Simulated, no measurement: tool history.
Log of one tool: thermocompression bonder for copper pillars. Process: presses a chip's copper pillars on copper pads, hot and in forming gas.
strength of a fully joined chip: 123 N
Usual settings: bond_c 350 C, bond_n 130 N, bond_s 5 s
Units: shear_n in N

run 1 hour=0 | bond_c=350 bond_n=130 bond_s=5 | shear_n=71.3
run 2 hour=20.1 | bond_c=350 bond_n=130 bond_s=5 | shear_n=71.2
run 3 hour=32.1 | bond_c=350 bond_n=166 bond_s=5 | shear_n=79.7
run 4 hour=52.5 | bond_c=350 bond_n=130 bond_s=5 | shear_n=70.6
run 5 hour=67 | bond_c=350 bond_n=130 bond_s=5 | shear_n=71.1
run 6 hour=92 | bond_c=350 bond_n=130 bond_s=5 | shear_n=70.6
run 7 hour=112.6 | bond_c=350 bond_n=130 bond_s=5 | shear_n=69.8
run 8 hour=126.7 | bond_c=350 bond_n=130 bond_s=5 | shear_n=70.3
run 9 hour=152.7 | bond_c=350 bond_n=130 bond_s=5 | shear_n=69.6
run 10 hour=169 | bond_c=350 bond_n=87 bond_s=5 | shear_n=55.3
run 11 hour=194.2 | bond_c=350 bond_n=87 bond_s=5 | shear_n=55
run 12 hour=222.6 | bond_c=350 bond_n=87 bond_s=5 | shear_n=55.2
run 13 hour=244.4 | bond_c=350 bond_n=87 bond_s=5 | shear_n=54.7
run 14 hour=261.9 | bond_c=350 bond_n=130 bond_s=5 | shear_n=68.1
run 15 hour=282.1 | bond_c=350 bond_n=130 bond_s=5 | shear_n=68.6
run 16 hour=304.9 | bond_c=350 bond_n=144 bond_s=5 | shear_n=71.7
run 17 hour=319.5 | bond_c=329 bond_n=130 bond_s=3 | shear_n=48.1
-- hour=323.2 force cell calibrated
run 18 hour=339.3 | bond_c=342 bond_n=82 bond_s=14 | shear_n=69.9
run 19 hour=358.4 | bond_c=342 bond_n=82 bond_s=14 | shear_n=69.6
run 20 hour=377.5 | bond_c=342 bond_n=82 bond_s=14 | shear_n=69
-- hour=404.4 forming gas filter changed
run 21 hour=404.8 | bond_c=342 bond_n=82 bond_s=14 | shear_n=73.7
run 22 hour=418.1 | bond_c=344 bond_n=130 bond_s=9 | shear_n=82
run 23 hour=437.3 | bond_c=329 bond_n=153 bond_s=5 | shear_n=67.2
run 24 hour=456.9 | bond_c=325 bond_n=102 bond_s=9 | shear_n=63.5
run 25 hour=473.5 | bond_c=325 bond_n=102 bond_s=9 | shear_n=63.4
-- hour=481.9 force cell calibrated, once more
run 26 hour=504.2 | bond_c=325 bond_n=102 bond_s=9 | shear_n=61.2
run 27 hour=526 | bond_c=378 bond_n=138 bond_s=4 | shear_n=78.8
run 28 hour=550.9 | bond_c=378 bond_n=138 bond_s=4 | shear_n=78.7
run 29 hour=570.2 | bond_c=350 bond_n=130 bond_s=4 | shear_n=63.8
run 30 hour=598 | bond_c=350 bond_n=135 bond_s=5 | shear_n=70.1

3 ways to go on from here, each from the tool as it stands after run 30. What would each give?
run A hour=616.9 | bond_c=374 bond_n=107 bond_s=11 | shear_n=?
run B hour=616.9 | bond_c=362 bond_n=96 bond_s=13 | shear_n=?
run C hour=616.9 | bond_c=331 bond_n=155 bond_s=5 | shear_n=?

run=A shear_n=88.6
run=B shear_n=83.9
run=C shear_n=65.6
Without the tool's hidden state the same runs would have given:
run=A shear_n=95.2
run=B shear_n=90.7
run=C shear_n=72.3

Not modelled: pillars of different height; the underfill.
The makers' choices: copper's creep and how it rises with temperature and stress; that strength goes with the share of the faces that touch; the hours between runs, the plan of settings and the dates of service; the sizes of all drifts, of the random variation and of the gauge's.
